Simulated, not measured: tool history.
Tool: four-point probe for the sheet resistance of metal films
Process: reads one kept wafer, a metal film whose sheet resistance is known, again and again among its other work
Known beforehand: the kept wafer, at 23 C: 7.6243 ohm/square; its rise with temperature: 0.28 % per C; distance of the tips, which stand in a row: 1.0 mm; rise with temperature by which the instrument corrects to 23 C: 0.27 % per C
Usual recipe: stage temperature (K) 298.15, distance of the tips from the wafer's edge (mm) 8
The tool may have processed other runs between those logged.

run	hour	stage temperature (K)	distance of the tips from the wafer's edge (mm)	sheet resistance as the instrument gives it (ohm/square)
1	0	298.15	8	7.681358
2	45.2	298.15	8	7.676115
3	112	307.15	8	7.679851
4	179.2	307.15	8	7.679905
5	272.4	294.15	8	7.654952
6	329.7	296.15	8	7.655903
7	381.3	296.15	8	7.652
8	456.4	298.15	8	7.647346
9	548.3	298.15	64	7.577783
10	611.5	298.15	8	7.63663
11	668	298.15	8	7.634043
12	719.8	298.15	8	7.623961
13	804.5	294.15	8	7.619077
14	880.8	294.15	8	7.607976
15	925.3	294.15	8	7.607544
16	965.8	298.15	8	7.610392
17	1053.5	298.15	8	7.603909
18	1111.3	295.15	8	7.594704
19	1180.5	295.15	8	7.590317
# hour 1226.6: new probe head fitted
20	1244.8	295.15	8	7.649779
21	1334.9	295.15	8	7.646183
22	1375.6	297.15	54	7.584614
23	1426.2	297.15	54	7.576162
# hour 1432.3: stage's thermometer calibrated
24	1474.5	298.15	7	7.666432
25	1566.9	302.15	6	7.694968
# hour 1640.1: stage's thermometer calibrated, once more
26	1642.3	292.15	46	7.546606
27	1730.3	292.15	10	7.582596
28	1782.7	297.15	7	7.624454
29	1837.9	296.15	8	7.599679
30	1883.4	298.15	8	7.598685
31	1981.5	303.15	19	7.541781
32	2064.9	299.15	4	7.769557
33	2143.2	292.15	7	7.591284
34	2205.7	296.15	15	7.526343
35	2283	303.15	32	7.521086
36	2326.2	303.15	32	7.514549
37	2410.9	298.15	14	7.518365
38	2491.5	298.15	14	7.516231
39	2568	296.15	9	7.536554
40	2667.4	296.15	36	7.48144
41	2748.3	301.15	8	7.543385
42	2818.7	301.15	6	7.584522

Below are 5 alternative next runs, each starting from the tool's condition after run 42. Predict each:
# hour 2840.2: new probe head fitted
A	2865.6	292.15	24	?
# hour 2840.2: new probe head fitted
B	2865.6	297.15	23	?
# hour 2840.2: new probe head fitted
C	2865.6	301.15	4	?
# hour 2840.2: new probe head fitted
D	2865.6	296.15	32	?
# hour 2840.2: new probe head fitted
E	2865.6	296.15	6	?

run	sheet resistance as the instrument gives it (ohm/square)
A	7.669317
B	7.674741
C	7.921737
D	7.667196
E	7.778251
Without the tool's unlogged condition, the same runs would have read:
run	sheet resistance as the instrument gives it (ohm/square)
A	7.627362
B	7.632861
C	7.878683
D	7.625335
E	7.735823
